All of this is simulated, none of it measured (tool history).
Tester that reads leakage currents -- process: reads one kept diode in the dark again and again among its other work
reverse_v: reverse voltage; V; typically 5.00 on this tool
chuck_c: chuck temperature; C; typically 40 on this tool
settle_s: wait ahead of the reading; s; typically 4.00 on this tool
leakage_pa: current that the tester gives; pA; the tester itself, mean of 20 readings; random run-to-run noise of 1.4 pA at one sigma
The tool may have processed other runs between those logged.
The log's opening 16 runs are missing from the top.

run,hour,reverse_v,chuck_c,settle_s,hours of work since the probe card was cleaned,hours of work since the tester was calibrated,hours of work since the chuck was calibrated,leakage_pa
17,372.5,5.00,47,0.67,1154,637,941,814.31
18,394.0,3.80,40,4.00,1170,653,957,441.66
19,416.3,1.78,51,4.00,1186,670,973,574.96
20,436.5,6.98,21,6.20,1201,685,988,168.17
21,469.9,5.00,40,8.53,1226,709,1013,517.96
22,490.0,5.00,40,8.53,1241,724,1028,522.49
23,523.0,17.86,22,0.76,1265,748,1052,325.41
24,552.6,5.18,35,4.00,1287,770,1074,383.40
25,576.3,5.18,35,4.00,1304,788,1091,379.33
26,597.4,5.18,35,4.00,1320,803,1107,382.89
27,627.5,1.20,37,4.00,1342,826,1129,187.45
28,659.4,1.20,37,4.00,1366,849,1153,187.71
29,681.2,8.70,35,0.33,1382,865,1169,523.85
30,702.0,1.33,43,9.45,1397,881,1184,297.26
31,732.2,2.06,56,9.54,1419,903,1206,860.10
32,749.1,1.05,36,7.10,1432,915,1219,163.16
33,781.3,3.30,21,0.67,1456,939,1243,111.60
34,808.6,1.28,43,0.52,1476,959,1263,292.50
35,826.6,1.28,43,0.52,1489,972,1276,291.97

Forecast each of these 4 alternatives for the next run:
A,859.8,9.73,45,0.92,1514,997,1301,?
B,859.8,1.28,30,1.21,1514,997,1301,?
C,859.8,1.28,43,2.14,1514,997,1301,?
D,859.8,1.61,38,4.00,1514,997,1301,?

run,leakage_pa
A,1084.44
B,121.40
C,290.98
D,240.74
Without the tool's hidden state the same runs would have given:
run,leakage_pa
A,982.31
B,108.72
C,264.56
D,217.64

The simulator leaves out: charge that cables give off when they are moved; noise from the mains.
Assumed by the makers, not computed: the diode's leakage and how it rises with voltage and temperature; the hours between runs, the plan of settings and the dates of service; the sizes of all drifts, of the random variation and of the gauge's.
